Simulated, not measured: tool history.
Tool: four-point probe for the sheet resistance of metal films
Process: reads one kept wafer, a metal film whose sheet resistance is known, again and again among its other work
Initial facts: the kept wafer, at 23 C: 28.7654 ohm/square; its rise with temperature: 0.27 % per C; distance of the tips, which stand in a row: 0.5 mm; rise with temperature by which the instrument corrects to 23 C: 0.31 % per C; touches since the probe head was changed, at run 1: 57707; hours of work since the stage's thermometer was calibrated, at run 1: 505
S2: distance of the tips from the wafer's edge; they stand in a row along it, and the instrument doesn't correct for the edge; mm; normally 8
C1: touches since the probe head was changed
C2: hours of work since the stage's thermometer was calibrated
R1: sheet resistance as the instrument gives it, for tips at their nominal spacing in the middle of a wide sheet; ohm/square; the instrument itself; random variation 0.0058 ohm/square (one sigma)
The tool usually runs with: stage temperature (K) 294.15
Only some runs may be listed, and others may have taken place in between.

run 1 hour=0 | stage_temperature_(K)=294.15 S2=8 | C1=57707 C2=505 | R1=29.18564
run 2 hour=62 | stage_temperature_(K)=294.15 S2=8 | C1=59846 C2=538 | R1=29.204165
run 3 hour=197.6 | stage_temperature_(K)=294.15 S2=8 | C1=64524 C2=612 | R1=29.206951
run 4 hour=329 | stage_temperature_(K)=294.15 S2=8 | C1=69057 C2=683 | R1=29.244528
run 5 hour=396.6 | stage_temperature_(K)=294.15 S2=8 | C1=71388 C2=720 | R1=29.274011
-- hour=419.1 new probe head fitted
run 6 hour=503.9 | stage_temperature_(K)=294.15 S2=8 | C1=2926 C2=777 | R1=28.753315
run 7 hour=609.3 | stage_temperature_(K)=294.15 S2=8 | C1=6564 C2=835 | R1=28.770568
run 8 hour=686.1 | stage_temperature_(K)=294.15 S2=8 | C1=9212 C2=876 | R1=28.792059
run 9 hour=786.8 | stage_temperature_(K)=294.15 S2=8 | C1=12688 C2=931 | R1=28.809545
run 10 hour=921.5 | stage_temperature_(K)=294.15 S2=8 | C1=17335 C2=1004 | R1=28.816301
run 11 hour=1039.1 | stage_temperature_(K)=302.15 S2=45 | C1=21391 C2=1068 | R1=28.688572
run 12 hour=1109.5 | stage_temperature_(K)=301.15 S2=12 | C1=23817 C2=1106 | R1=28.73813
run 13 hour=1228.9 | stage_temperature_(K)=301.15 S2=12 | C1=27939 C2=1171 | R1=28.749556
run 14 hour=1358.8 | stage_temperature_(K)=305.15 S2=42 | C1=32418 C2=1241 | R1=28.705007
run 15 hour=1438.9 | stage_temperature_(K)=295.15 S2=24 | C1=35183 C2=1285 | R1=28.842923
run 16 hour=1563.8 | stage_temperature_(K)=299.15 S2=13 | C1=39491 C2=1353 | R1=28.834952
run 17 hour=1704.2 | stage_temperature_(K)=305.15 S2=9 | C1=44333 C2=1429 | R1=28.818468

Forecast each of these 4 alternatives for the next run:
run A hour=1793.8 | stage_temperature_(K)=292.15 S2=4 | C1=47424 C2=1478 | R1=?
run B hour=1793.8 | stage_temperature_(K)=299.15 S2=4 | C1=47424 C2=1478 | R1=?
run C hour=1793.8 | stage_temperature_(K)=300.15 S2=69 | C1=47424 C2=1478 | R1=?
run D hour=1793.8 | stage_temperature_(K)=302.15 S2=49 | C1=47424 C2=1478 | R1=?

run=A R1=29.201266
run=B R1=29.102793
run=C R1=28.840516
run=D R1=28.826756
With no hidden state in the tool, these same runs would have given:
run=A R1=29.066983
run=B R1=28.968374
run=C R1=28.70712
run=D R1=28.693262
